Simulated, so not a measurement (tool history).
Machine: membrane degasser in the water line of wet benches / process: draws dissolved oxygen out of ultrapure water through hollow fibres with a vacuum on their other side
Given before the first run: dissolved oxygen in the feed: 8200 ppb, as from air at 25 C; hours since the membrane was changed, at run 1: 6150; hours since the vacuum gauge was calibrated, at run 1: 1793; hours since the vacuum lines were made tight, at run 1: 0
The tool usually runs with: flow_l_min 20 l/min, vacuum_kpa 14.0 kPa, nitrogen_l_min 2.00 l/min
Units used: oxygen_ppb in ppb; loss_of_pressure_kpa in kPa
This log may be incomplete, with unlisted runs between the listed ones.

run,day,flow_l_min,vacuum_kpa,nitrogen_l_min,hours since the membrane was changed,hours since the vacuum gauge was calibrated,hours since the vacuum lines were made tight,oxygen_ppb,loss_of_pressure_kpa
1,0.000,20,14.0,2.00,6150,1793,0,254.1,47.83
2,5.942,20,14.0,2.00,6292,1936,143,255.3,47.74
3,10.712,32,14.0,2.00,6407,2050,257,429.0,76.14
4,15.017,32,14.0,2.00,6510,2153,360,427.3,75.81
5,21.508,20,14.0,2.00,6666,2309,516,258.6,47.31
6,31.425,20,14.0,2.00,6904,2547,754,255.4,47.58
7,40.692,12,14.0,2.00,7126,2770,977,156.0,28.51
8,46.104,12,14.0,2.00,7256,2900,1107,154.8,28.51
9,50.488,12,14.0,2.00,7361,3005,1212,156.6,28.70
10,57.046,20,14.0,2.72,7519,3162,1369,195.3,47.28
11,66.342,20,14.0,2.72,7742,3385,1592,193.3,47.15
12,75.821,20,14.0,2.72,7969,3613,1820,192.5,47.65
13,83.862,20,14.0,2.72,8162,3806,2013,195.0,47.55
14,93.142,20,14.0,2.72,8385,4028,2235,194.8,47.70
15,99.375,22,9.5,1.44,8535,4178,2385,227.8,52.10
16,104.758,22,9.5,1.44,8664,4307,2514,227.9,52.03
17,113.554,22,9.5,1.44,8875,4518,2725,226.8,52.23
18,121.996,22,9.5,1.44,9078,4721,2928,226.8,52.63
19,129.833,22,9.5,1.44,9266,4909,3116,226.5,52.50
20,139.433,12,9.3,3.08,9496,5139,3346,59.4,28.48
# day 149.042: vacuum gauge calibrated
21,149.267,19,11.2,3.06,9732,5,3582,124.7,45.04
22,154.608,19,19.9,3.06,9860,134,3710,251.4,45.56
23,160.775,29,21.8,1.59,10008,282,3858,739.9,69.35

Consider 5 possible next runs. They are alternatives, not a sequence: every one starts from the tool as it was left by run 23. What does each give?
A,167.600,17,18.8,1.60,10172,445,4022,?,?
B,167.600,18,10.2,1.55,10172,445,4022,?,?
C,167.600,20,14.0,0.85,10172,445,4022,?,?
D,167.600,15,24.8,4.05,10172,445,4022,?,?
E,167.600,20,18.1,3.48,10172,445,4022,?,?

run,oxygen_ppb,loss_of_pressure_kpa
A,379.4,40.48
B,191.0,42.97
C,536.0,47.44
D,193.8,35.82
E,210.9,47.82
Without the tool's unlogged condition, the same runs would have read:
run,oxygen_ppb,loss_of_pressure_kpa
A,378.9,40.40
B,190.7,42.89
C,535.5,47.35
D,193.5,35.75
E,210.5,47.73

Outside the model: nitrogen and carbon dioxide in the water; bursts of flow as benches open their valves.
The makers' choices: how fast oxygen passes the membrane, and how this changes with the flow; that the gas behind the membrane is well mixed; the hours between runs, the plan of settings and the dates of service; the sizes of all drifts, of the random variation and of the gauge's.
